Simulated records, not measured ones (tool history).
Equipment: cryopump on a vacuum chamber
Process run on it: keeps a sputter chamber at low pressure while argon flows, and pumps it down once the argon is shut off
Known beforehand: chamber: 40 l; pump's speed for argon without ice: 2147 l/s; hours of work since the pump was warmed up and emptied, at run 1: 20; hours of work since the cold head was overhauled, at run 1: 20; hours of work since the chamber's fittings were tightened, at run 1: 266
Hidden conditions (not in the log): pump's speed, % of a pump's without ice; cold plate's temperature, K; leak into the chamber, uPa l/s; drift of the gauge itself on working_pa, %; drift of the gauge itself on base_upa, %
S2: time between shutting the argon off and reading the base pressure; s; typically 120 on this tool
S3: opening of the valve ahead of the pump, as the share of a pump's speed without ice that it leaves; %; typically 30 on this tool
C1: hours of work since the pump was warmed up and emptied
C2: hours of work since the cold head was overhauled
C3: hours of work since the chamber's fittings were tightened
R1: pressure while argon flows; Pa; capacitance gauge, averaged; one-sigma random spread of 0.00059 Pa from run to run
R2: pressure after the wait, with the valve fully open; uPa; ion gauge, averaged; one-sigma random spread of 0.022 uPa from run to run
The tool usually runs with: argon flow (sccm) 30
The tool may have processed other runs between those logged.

run 1 hour=0.0 | argon_flow_(sccm)=30 S2=120 S3=30 | C1=20 C2=20 C3=266 | R1=0.0796 R2=0.79
run 2 hour=11.6 | argon_flow_(sccm)=30 S2=120 S3=39 | C1=27 C2=27 C3=272 | R1=0.0612 R2=0.81
run 3 hour=36.8 | argon_flow_(sccm)=30 S2=120 S3=30 | C1=40 C2=40 C3=286 | R1=0.0788 R2=0.78
run 4 hour=55.2 | argon_flow_(sccm)=27 S2=120 S3=30 | C1=50 C2=50 C3=296 | R1=0.0724 R2=0.78
run 5 hour=79.7 | argon_flow_(sccm)=27 S2=120 S3=30 | C1=64 C2=64 C3=309 | R1=0.0702 R2=0.76
run 6 hour=93.1 | argon_flow_(sccm)=30 S2=120 S3=30 | C1=71 C2=71 C3=316 | R1=0.0788 R2=0.81
run 7 hour=108.5 | argon_flow_(sccm)=30 S2=73 S3=30 | C1=79 C2=79 C3=325 | R1=0.0789 R2=1.11
run 8 hour=124.1 | argon_flow_(sccm)=30 S2=120 S3=30 | C1=88 C2=88 C3=333 | R1=0.0795 R2=0.74
run 9 hour=143.0 | argon_flow_(sccm)=30 S2=120 S3=30 | C1=98 C2=98 C3=344 | R1=0.0805 R2=0.79
run 10 hour=168.0 | argon_flow_(sccm)=30 S2=120 S3=30 | C1=111 C2=111 C3=357 | R1=0.0795 R2=0.79
run 11 hour=190.5 | argon_flow_(sccm)=30 S2=120 S3=30 | C1=124 C2=124 C3=369 | R1=0.0792 R2=0.77
run 12 hour=214.6 | argon_flow_(sccm)=30 S2=120 S3=30 | C1=137 C2=137 C3=382 | R1=0.0809 R2=0.78
run 13 hour=238.7 | argon_flow_(sccm)=30 S2=120 S3=30 | C1=150 C2=150 C3=395 | R1=0.0798 R2=0.80
run 14 hour=266.1 | argon_flow_(sccm)=30 S2=120 S3=30 | C1=165 C2=165 C3=410 | R1=0.0794 R2=0.80
run 15 hour=285.1 | argon_flow_(sccm)=30 S2=120 S3=30 | C1=175 C2=175 C3=421 | R1=0.0799 R2=0.80
run 16 hour=300.3 | argon_flow_(sccm)=16 S2=120 S3=30 | C1=183 C2=183 C3=429 | R1=0.0426 R2=0.80
run 17 hour=318.9 | argon_flow_(sccm)=26 S2=120 S3=30 | C1=193 C2=193 C3=439 | R1=0.0692 R2=0.84
run 18 hour=332.2 | argon_flow_(sccm)=26 S2=120 S3=30 | C1=201 C2=201 C3=446 | R1=0.0700 R2=0.84
run 19 hour=352.3 | argon_flow_(sccm)=30 S2=120 S3=26 | C1=211 C2=211 C3=457 | R1=0.0924 R2=0.84
run 20 hour=373.4 | argon_flow_(sccm)=30 S2=120 S3=26 | C1=223 C2=223 C3=469 | R1=0.0913 R2=0.80
run 21 hour=387.7 | argon_flow_(sccm)=30 S2=120 S3=26 | C1=231 C2=231 C3=476 | R1=0.0920 R2=0.83
run 22 hour=402.4 | argon_flow_(sccm)=19 S2=47 S3=30 | C1=239 C2=239 C3=484 | R1=0.0510 R2=1.65
run 23 hour=425.2 | argon_flow_(sccm)=17 S2=64 S3=16 | C1=251 C2=251 C3=497 | R1=0.0844 R2=1.27
run 24 hour=446.4 | argon_flow_(sccm)=35 S2=20 S3=47 | C1=263 C2=263 C3=508 | R1=0.0601 R2=3.46
run 25 hour=463.9 | argon_flow_(sccm)=35 S2=37 S3=47 | C1=272 C2=272 C3=518 | R1=0.0606 R2=2.09
run 26 hour=478.1 | argon_flow_(sccm)=57 S2=37 S3=41 | C1=280 C2=280 C3=525 | R1=0.1130 R2=1.97
run 27 hour=497.9 | argon_flow_(sccm)=14 S2=123 S3=57 | C1=291 C2=291 C3=536 | R1=0.0195 R2=0.80
run 28 hour=509.3 | argon_flow_(sccm)=33 S2=170 S3=30 | C1=297 C2=297 C3=542 | R1=0.0874 R2=0.67
run 29 hour=524.7 | argon_flow_(sccm)=14 S2=188 S3=26 | C1=305 C2=305 C3=551 | R1=0.0430 R2=0.64
run 30 hour=538.5 | argon_flow_(sccm)=13 S2=52 S3=39 | C1=313 C2=313 C3=558 | R1=0.0273 R2=1.47
run 31 hour=561.5 | argon_flow_(sccm)=13 S2=85 S3=58 | C1=325 C2=325 C3=571 | R1=0.0179 R2=1.13
run 32 hour=584.5 | argon_flow_(sccm)=30 S2=162 S3=57 | C1=337 C2=337 C3=583 | R1=0.0433 R2=0.72
run 33 hour=605.9 | argon_flow_(sccm)=30 S2=162 S3=57 | C1=349 C2=349 C3=595 | R1=0.0427 R2=0.72
run 34 hour=631.4 | argon_flow_(sccm)=30 S2=162 S3=57 | C1=363 C2=363 C3=609 | R1=0.0429 R2=0.69
run 35 hour=654.5 | argon_flow_(sccm)=30 S2=137 S3=29 | C1=376 C2=376 C3=621 | R1=0.0826 R2=0.82

3 options for the next run, each taken on its own from the tool as it stands now. Forecast them:
run A hour=681.9 | argon_flow_(sccm)=13 S2=45 S3=17 | C1=390 C2=390 C3=636 | R1=? R2=?
run B hour=681.9 | argon_flow_(sccm)=31 S2=93 S3=42 | C1=390 C2=390 C3=636 | R1=? R2=?
run C hour=681.9 | argon_flow_(sccm)=20 S2=116 S3=20 | C1=390 C2=390 C3=636 | R1=? R2=?

run=A R1=0.0611 R2=1.78
run=B R1=0.0598 R2=1.01
run=C R1=0.0803 R2=0.89
Stripped of hidden state, with their random variation kept, the same runs would have yielded:
run=A R1=0.0603 R2=1.58
run=B R1=0.0578 R2=0.81
run=C R1=0.0790 R2=0.69
